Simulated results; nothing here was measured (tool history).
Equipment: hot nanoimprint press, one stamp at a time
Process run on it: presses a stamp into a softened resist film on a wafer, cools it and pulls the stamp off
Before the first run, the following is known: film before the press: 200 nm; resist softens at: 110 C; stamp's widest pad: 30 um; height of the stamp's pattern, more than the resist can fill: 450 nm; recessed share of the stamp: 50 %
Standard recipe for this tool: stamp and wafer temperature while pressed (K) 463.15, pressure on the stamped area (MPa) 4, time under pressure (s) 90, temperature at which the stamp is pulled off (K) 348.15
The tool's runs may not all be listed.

| run | hour | stamp and wafer temperature while pressed (K) | pressure on the stamped area (MPa) | time under pressure (s) | temperature at which the stamp is pulled off (K) | resist left under the stamp's widest pad (Å) | greatest force while the stamp is pulled off (N) |
|---|---|---|---|---|---|---|---|
| 1 | 0 | 463.15 | 4 | 90 | 348.15 | 1091 | 212 |
| 2 | 38.7 | 463.15 | 4 | 90 | 348.15 | 1094 | 222 |
| 3 | 64 | 463.15 | 4 | 90 | 348.15 | 1087 | 228 |
| 4 | 117.8 | 471.15 | 4 | 90 | 348.15 | 771 | 240 |
| 5 | 152.4 | 471.15 | 4 | 90 | 348.15 | 773 | 251 |
| 6 | 185 | 471.15 | 4 | 90 | 348.15 | 781 | 265 |
| 7 | 221.7 | 458.15 | 4 | 90 | 348.15 | 1288 | 276 |
| 8 | 253.9 | 463.15 | 4 | 112 | 348.15 | 984 | 273 |
|  | 263 | stamp cleaned and given a new release coat |
| 9 | 312.4 | 463.15 | 4 | 90 | 348.15 | 1065 | 178 |
| 10 | 357 | 463.15 | 4 | 90 | 342.15 | 1051 | 186 |
| 11 | 392.2 | 463.15 | 4 | 90 | 342.15 | 1033 | 207 |
| 12 | 446.1 | 463.15 | 4 | 90 | 342.15 | 1052 | 219 |
|  | 453.8 | plate thermocouple calibrated |
| 13 | 493.7 | 463.15 | 4 | 90 | 342.15 | 1009 | 225 |
| 14 | 519.1 | 463.15 | 4 | 90 | 342.15 | 1012 | 237 |
| 15 | 567 | 463.15 | 4 | 90 | 342.15 | 1020 | 244 |
|  | 574.9 | plate thermocouple calibrated, once more |
| 16 | 594.6 | 463.15 | 4 | 90 | 342.15 | 1110 | 259 |
| 17 | 635.2 | 463.15 | 4 | 64 | 348.15 | 1257 | 269 |
| 18 | 668.7 | 463.15 | 4 | 63 | 340.15 | 1253 | 295 |
|  | 713.1 | stamp cleaned and given a new release coat |
| 19 | 716 | 463.15 | 4.94 | 63 | 340.15 | 1167 | 171 |
| 20 | 756.5 | 463.15 | 5.71 | 74 | 348.15 | 1038 | 174 |
| 21 | 795.7 | 456.15 | 4 | 95 | 348.15 | 1388 | 191 |
| 22 | 831.2 | 456.15 | 4 | 95 | 348.15 | 1384 | 190 |
| 23 | 865.7 | 467.15 | 2.94 | 119 | 347.15 | 950 | 199 |
| 24 | 901.4 | 467.15 | 2.94 | 119 | 347.15 | 947 | 208 |
| 25 | 927.5 | 474.15 | 2.94 | 128 | 354.15 | 671 | 208 |
| 26 | 959.7 | 457.15 | 2.94 | 128 | 354.15 | 1346 | 218 |
| 27 | 988.4 | 457.15 | 2.94 | 128 | 354.15 | 1326 | 224 |

For run 28, what comes out?
| 28 | 1044.9 | 457.15 | 2.51 | 128 | 354.15 | ? | ? |

Run 28 measured resist left under the stamp's widest pad (Å) 1398, greatest force while the stamp is pulled off (N) 248.
If the tool had no hidden condition, the same run with the same run-to-run variation would have returned resist left under the stamp's widest pad (Å) 1440, greatest force while the stamp is pulled off (N) 162.
